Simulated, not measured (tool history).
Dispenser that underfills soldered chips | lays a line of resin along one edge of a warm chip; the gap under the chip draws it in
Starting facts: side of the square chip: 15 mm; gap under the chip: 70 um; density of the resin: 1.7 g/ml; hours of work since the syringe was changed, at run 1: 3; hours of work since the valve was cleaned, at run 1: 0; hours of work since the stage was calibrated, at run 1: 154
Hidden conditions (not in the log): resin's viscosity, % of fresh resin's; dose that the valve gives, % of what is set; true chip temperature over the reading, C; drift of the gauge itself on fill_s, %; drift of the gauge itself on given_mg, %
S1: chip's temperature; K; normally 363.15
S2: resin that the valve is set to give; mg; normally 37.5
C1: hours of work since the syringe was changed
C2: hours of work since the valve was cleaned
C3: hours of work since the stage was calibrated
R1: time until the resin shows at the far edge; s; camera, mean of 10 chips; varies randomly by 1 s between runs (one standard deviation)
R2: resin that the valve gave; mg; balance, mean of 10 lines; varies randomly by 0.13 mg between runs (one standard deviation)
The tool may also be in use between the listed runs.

run	hour	S1	S2	C1	C2	C3	R1	R2
1	0	363.15	37.5	3	0	154	117.4	37.84
# hour 4.2: new syringe of resin
2	6.4	361.15	37.5	1	4	158	120.8	37.65
3	12.6	363.15	37.5	6	9	162	130.4	37.64
# hour 13.5: new syringe of resin
4	19.1	363.15	37.5	4	13	166	122.9	37.55
# hour 22.6: new syringe of resin
5	25.9	376.15	37.5	2	17	171	67.8	37.56
# hour 31.8: new syringe of resin
6	33	376.15	32.7	1	22	175	69.6	32.5
7	40.1	363.15	37.5	6	26	180	131.5	37.33
# hour 41: new syringe of resin
8	44.2	363.15	37.5	2	29	183	114.8	37.22
9	47.9	363.15	37.5	5	31	185	125.5	37.41
# hour 50.3: new syringe of resin
10	53.3	363.15	37.5	2	35	189	111.4	37.13
11	58.2	372.15	37.5	5	38	192	88.1	36.93
# hour 59.7: new syringe of resin
12	62	372.15	37.5	2	41	194	78.7	36.91
13	65.2	372.15	37.5	4	43	196	83.3	36.78
# hour 69.1: new syringe of resin
# hour 71: dispensing valve cleaned and set on the balance
14	73.3	372.15	37.5	2	2	201	80.7	37.35
# hour 79.1: new syringe of resin
15	80.8	372.15	37.5	1	6	206	77.9	37.43
# hour 88.2: new syringe of resin
16	88.3	372.15	37.5	0	11	211	73.8	37.17
17	94.2	372.15	37.5	4	15	215	87.1	37.36
# hour 97.5: new syringe of resin
18	100.7	372.15	37.5	2	19	219	83.4	37.09
19	105.8	373.15	34.8	6	23	222	90	34.24
# hour 106.8: new syringe of resin
20	112.7	373.15	45.6	4	27	227	81.8	45.19
# hour 115.8: new syringe of resin
21	119	349.15	37.5	2	31	231	213	36.98
# hour 125.1: new syringe of resin
22	125.7	367.15	33.4	0	35	235	96.9	32.67
23	130.7	363.15	35.2	4	39	238	128.2	34.54
# hour 134.3: new syringe of resin
24	136.7	369.15	34	2	43	242	94.3	33.22
# hour 142.1: dispensing valve cleaned and set on the balance
25	142.8	352.15	42.3	5	0	246	202.6	42.44
# hour 144.3: new syringe of resin
26	148.2	352.15	47.4	3	4	249	188.6	47.06
27	152.7	375.15	45.9	6	7	252	81.4	45.93

Run 28 comes next. What will it give?
# hour 153.6: new syringe of resin
28	157.5	375.15	45.9	3	10	255	?	?

R1: 73 s
R2: 45.53 mg
Minus the tool's unlogged condition, the same run would have read R1 60.2 s, R2 45.65 mg.
